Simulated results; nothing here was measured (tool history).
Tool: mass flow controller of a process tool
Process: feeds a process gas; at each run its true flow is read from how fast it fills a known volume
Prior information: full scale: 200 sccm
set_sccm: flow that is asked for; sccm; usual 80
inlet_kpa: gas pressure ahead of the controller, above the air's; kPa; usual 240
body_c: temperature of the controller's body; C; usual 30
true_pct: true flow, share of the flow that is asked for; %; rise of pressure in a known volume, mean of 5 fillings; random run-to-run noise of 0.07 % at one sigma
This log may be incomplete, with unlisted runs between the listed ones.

{"run": 1, "hour": 0.0, "set_sccm": 80, "inlet_kpa": 240, "body_c": 30, "true_pct": 100.08}
{"run": 2, "hour": 47.5, "set_sccm": 80, "inlet_kpa": 240, "body_c": 30, "true_pct": 100.15}
{"run": 3, "hour": 101.4, "set_sccm": 80, "inlet_kpa": 240, "body_c": 30, "true_pct": 100.02}
{"run": 4, "hour": 200.8, "set_sccm": 80, "inlet_kpa": 240, "body_c": 30, "true_pct": 100.28}
{"run": 5, "hour": 245.6, "set_sccm": 80, "inlet_kpa": 240, "body_c": 30, "true_pct": 100.27}
{"run": 6, "hour": 320.4, "set_sccm": 80, "inlet_kpa": 171, "body_c": 30, "true_pct": 99.65}
{"run": 7, "hour": 426.9, "set_sccm": 80, "inlet_kpa": 240, "body_c": 30, "true_pct": 100.2}
{"run": 8, "hour": 521.6, "set_sccm": 80, "inlet_kpa": 240, "body_c": 21, "true_pct": 100.96}
{"run": 9, "hour": 597.4, "set_sccm": 80, "inlet_kpa": 240, "body_c": 30, "true_pct": 100.26}
{"run": 10, "hour": 645.3, "set_sccm": 80, "inlet_kpa": 240, "body_c": 30, "true_pct": 100.34}
{"run": 11, "hour": 709.4, "set_sccm": 80, "inlet_kpa": 240, "body_c": 24, "true_pct": 100.75}
{"run": 12, "hour": 798.1, "set_sccm": 80, "inlet_kpa": 240, "body_c": 30, "true_pct": 100.4}
{"run": 13, "hour": 863.3, "set_sccm": 80, "inlet_kpa": 240, "body_c": 30, "true_pct": 100.29}
{"run": 14, "hour": 941.5, "set_sccm": 80, "inlet_kpa": 240, "body_c": 30, "true_pct": 100.25}
{"run": 15, "hour": 1043.7, "set_sccm": 80, "inlet_kpa": 240, "body_c": 30, "true_pct": 100.45}
{"run": 16, "hour": 1092.0, "set_sccm": 80, "inlet_kpa": 232, "body_c": 30, "true_pct": 100.45}
{"run": 17, "hour": 1183.2, "set_sccm": 80, "inlet_kpa": 240, "body_c": 30, "true_pct": 100.57}
{"run": 18, "hour": 1244.6, "set_sccm": 80, "inlet_kpa": 240, "body_c": 30, "true_pct": 100.51}
{"run": 19, "hour": 1333.3, "set_sccm": 80, "inlet_kpa": 240, "body_c": 30, "true_pct": 100.54}
{"run": 20, "hour": 1384.4, "set_sccm": 80, "inlet_kpa": 240, "body_c": 30, "true_pct": 100.53}
{"run": 21, "hour": 1437.0, "set_sccm": 80, "inlet_kpa": 240, "body_c": 30, "true_pct": 100.63}
{"run": 22, "hour": 1543.4, "set_sccm": 99, "inlet_kpa": 240, "body_c": 30, "true_pct": 100.47}
{"run": 23, "hour": 1603.7, "set_sccm": 99, "inlet_kpa": 240, "body_c": 30, "true_pct": 100.57}
{"run": 24, "hour": 1667.0, "set_sccm": 21, "inlet_kpa": 240, "body_c": 30, "true_pct": 104.14}
{"run": 25, "hour": 1770.8, "set_sccm": 21, "inlet_kpa": 240, "body_c": 30, "true_pct": 104.25}
{"run": 26, "hour": 1850.2, "set_sccm": 21, "inlet_kpa": 240, "body_c": 28, "true_pct": 104.56}
{"run": 27, "hour": 1940.4, "set_sccm": 78, "inlet_kpa": 240, "body_c": 21, "true_pct": 101.46}
{"run": 28, "hour": 2038.0, "set_sccm": 22, "inlet_kpa": 243, "body_c": 35, "true_pct": 103.92}
{"run": 29, "hour": 2133.4, "set_sccm": 22, "inlet_kpa": 243, "body_c": 35, "true_pct": 104.1}
{"run": 30, "hour": 2218.9, "set_sccm": 22, "inlet_kpa": 243, "body_c": 35, "true_pct": 104.05}
{"run": 31, "hour": 2270.4, "set_sccm": 60, "inlet_kpa": 199, "body_c": 35, "true_pct": 100.52}
{"run": 32, "hour": 2359.8, "set_sccm": 60, "inlet_kpa": 199, "body_c": 35, "true_pct": 100.54}
{"hour": 2366.5, "done": "controller's zero set anew"}
{"run": 33, "hour": 2471.0, "set_sccm": 58, "inlet_kpa": 194, "body_c": 37, "true_pct": 101.67}
{"run": 34, "hour": 2566.3, "set_sccm": 58, "inlet_kpa": 194, "body_c": 37, "true_pct": 101.59}
{"run": 35, "hour": 2612.2, "set_sccm": 129, "inlet_kpa": 240, "body_c": 28, "true_pct": 101.7}
{"run": 36, "hour": 2683.8, "set_sccm": 53, "inlet_kpa": 156, "body_c": 30, "true_pct": 102.37}
{"run": 37, "hour": 2746.8, "set_sccm": 53, "inlet_kpa": 156, "body_c": 30, "true_pct": 102.41}
{"run": 38, "hour": 2802.4, "set_sccm": 22, "inlet_kpa": 151, "body_c": 28, "true_pct": 107.74}
{"run": 39, "hour": 2872.4, "set_sccm": 122, "inlet_kpa": 240, "body_c": 28, "true_pct": 101.75}
{"run": 40, "hour": 2978.9, "set_sccm": 122, "inlet_kpa": 240, "body_c": 28, "true_pct": 101.82}
{"hour": 2996.6, "done": "controller's zero set anew, once more"}
{"run": 41, "hour": 3086.8, "set_sccm": 84, "inlet_kpa": 245, "body_c": 24, "true_pct": 99.71}
{"run": 42, "hour": 3170.1, "set_sccm": 28, "inlet_kpa": 185, "body_c": 32, "true_pct": 98.19}
{"run": 43, "hour": 3245.8, "set_sccm": 37, "inlet_kpa": 240, "body_c": 30, "true_pct": 98.76}
{"run": 44, "hour": 3320.7, "set_sccm": 37, "inlet_kpa": 240, "body_c": 32, "true_pct": 98.87}
{"run": 45, "hour": 3366.5, "set_sccm": 53, "inlet_kpa": 240, "body_c": 22, "true_pct": 99.72}
{"run": 46, "hour": 3477.2, "set_sccm": 32, "inlet_kpa": 152, "body_c": 29, "true_pct": 98.44}
{"run": 47, "hour": 3531.7, "set_sccm": 80, "inlet_kpa": 201, "body_c": 30, "true_pct": 99.13}
{"run": 48, "hour": 3605.4, "set_sccm": 24, "inlet_kpa": 240, "body_c": 21, "true_pct": 99.69}

What if the next run were any one of these 4? Each begins from the tool's condition after run 48:
{"run": "A", "hour": 3674.4, "set_sccm": 80, "inlet_kpa": 172, "body_c": 30, "true_pct": "?"}
{"run": "B", "hour": 3674.4, "set_sccm": 198, "inlet_kpa": 240, "body_c": 29, "true_pct": "?"}
{"run": "C", "hour": 3674.4, "set_sccm": 24, "inlet_kpa": 221, "body_c": 23, "true_pct": "?"}
{"run": "D", "hour": 3674.4, "set_sccm": 80, "inlet_kpa": 206, "body_c": 30, "true_pct": "?"}

run=A true_pct=99.03
run=B true_pct=101.07
run=C true_pct=99.48
run=D true_pct=99.16
With the hidden condition removed and each run's random variation left untouched, the same runs would have given:
run=A true_pct=97.84
run=B true_pct=100.01
run=C true_pct=97.81
run=D true_pct=97.97
